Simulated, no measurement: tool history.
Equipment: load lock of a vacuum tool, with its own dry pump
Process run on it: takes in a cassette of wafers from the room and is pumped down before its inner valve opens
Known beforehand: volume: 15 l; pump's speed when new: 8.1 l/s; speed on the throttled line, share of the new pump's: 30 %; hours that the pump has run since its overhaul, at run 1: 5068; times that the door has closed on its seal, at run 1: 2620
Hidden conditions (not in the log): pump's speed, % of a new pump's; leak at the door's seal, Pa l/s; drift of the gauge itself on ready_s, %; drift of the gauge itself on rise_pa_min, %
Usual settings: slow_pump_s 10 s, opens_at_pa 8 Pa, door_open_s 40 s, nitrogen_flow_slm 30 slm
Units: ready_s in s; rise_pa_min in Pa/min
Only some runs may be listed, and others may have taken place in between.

| run | hour | slow_pump_s | opens_at_pa | door_open_s | nitrogen_flow_slm | hours that the pump has run since its overhaul | times that the door has closed on its seal | incoming humidity of the room's air, % | ready_s | rise_pa_min |
|---|---|---|---|---|---|---|---|---|---|---|
| 1 | 0.0 | 10 | 8 | 40 | 30 | 5068 | 2620 | 46.6 | 26.7 | 0.050 |
| 2 | 240.9 | 10 | 8 | 40 | 30 | 5309 | 3426 | 46.8 | 26.8 | 0.055 |
| 3 | 666.9 | 10 | 8 | 40 | 30 | 5735 | 4851 | 45.9 | 26.9 | 0.051 |
| 4 | 900.0 | 10 | 11 | 40 | 30 | 5968 | 5630 | 45.5 | 26.0 | 0.051 |
| 5 | 1301.8 | 10 | 11 | 40 | 30 | 6370 | 6974 | 42.4 | 26.7 | 0.049 |
| 6 | 1624.0 | 10 | 11 | 40 | 30 | 6692 | 8051 | 46.0 | 26.4 | 0.055 |
| 7 | 2045.2 | 10 | 8 | 40 | 30 | 7113 | 9460 | 46.2 | 27.2 | 0.061 |
| 8 | 2437.1 | 10 | 8 | 40 | 30 | 7505 | 10771 | 42.3 | 28.2 | 0.058 |
| 9 | 2819.5 | 15 | 8 | 40 | 30 | 7887 | 12049 | 43.5 | 31.0 | 0.066 |
| 10 | 3130.4 | 10 | 8 | 40 | 22 | 8198 | 13089 | 48.4 | 28.4 | 0.081 |
| 11 | 3310.7 | 13 | 8 | 40 | 30 | 8378 | 13692 | 46.3 | 30.0 | 0.071 |
| 12 | 3580.4 | 13 | 8 | 40 | 30 | 8648 | 14594 | 47.5 | 30.2 | 0.071 |
| 13 | 3836.1 | 13 | 8 | 40 | 30 | 8904 | 15449 | 41.4 | 30.4 | 0.073 |
| 14 | 4247.2 | 13 | 8 | 40 | 30 | 9315 | 16824 | 43.4 | 30.6 | 0.086 |
| 15 | 4657.7 | 13 | 8 | 40 | 30 | 9725 | 18196 | 41.6 | 30.5 | 0.086 |
| 16 | 4984.8 | 13 | 8 | 40 | 30 | 10053 | 19291 | 46.1 | 31.1 | 0.087 |
| 17 | 5189.7 | 13 | 8 | 40 | 30 | 10257 | 19976 | 49.4 | 31.4 | 0.096 |
|  | 5321.6 | dry pump taken out, an overhauled one fitted |
| 18 | 5601.0 | 13 | 8 | 40 | 30 | 279 | 21331 | 44.0 | 26.4 | 0.098 |
| 19 | 5978.5 | 13 | 8 | 40 | 30 | 657 | 22593 | 44.6 | 27.1 | 0.111 |
| 20 | 6398.6 | 9 | 11 | 132 | 5 | 1077 | 23999 | 42.5 | 23.4 | 0.203 |
| 21 | 6612.0 | 9 | 9 | 65 | 5 | 1290 | 24712 | 43.8 | 24.0 | 0.166 |
| 22 | 7014.1 | 9 | 9 | 65 | 5 | 1693 | 26057 | 44.8 | 24.3 | 0.174 |
| 23 | 7347.6 | 7 | 14 | 80 | 16 | 2026 | 27172 | 44.8 | 21.8 | 0.169 |
| 24 | 7729.8 | 14 | 11 | 81 | 24 | 2408 | 28450 | 49.4 | 27.6 | 0.168 |
| 25 | 8009.3 | 5 | 6 | 81 | 11 | 2688 | 29385 | 43.2 | 22.6 | 0.185 |
| 26 | 8310.7 | 8 | 8 | 118 | 6 | 2989 | 30393 | 45.1 | 24.2 | 0.237 |
| 27 | 8722.3 | 10 | 8 | 44 | 30 | 3401 | 31769 | 47.8 | 25.8 | 0.157 |
| 28 | 8924.4 | 10 | 8 | 236 | 12 | 3603 | 32445 | 49.0 | 25.7 | 0.307 |
| 29 | 9299.7 | 10 | 8 | 82 | 12 | 3978 | 33700 | 44.8 | 26.2 | 0.210 |
| 30 | 9501.3 | 10 | 8 | 82 | 12 | 4180 | 34374 | 45.6 | 25.7 | 0.205 |
| 31 | 9818.6 | 10 | 8 | 82 | 12 | 4497 | 35436 | 45.1 | 26.0 | 0.219 |

What will run 32 give?
| 32 | 10152.0 | 10 | 7 | 89 | 11 | 4830 | 36550 | 41.0 | ? | ? |

{"run 32": {"ready_s": 26.2, "rise_pa_min": 0.226}}
Were there no unlogged condition in the tool, this run, its random variation unchanged, would have produced ready_s 24.7 s, rise_pa_min 0.086 Pa/min.
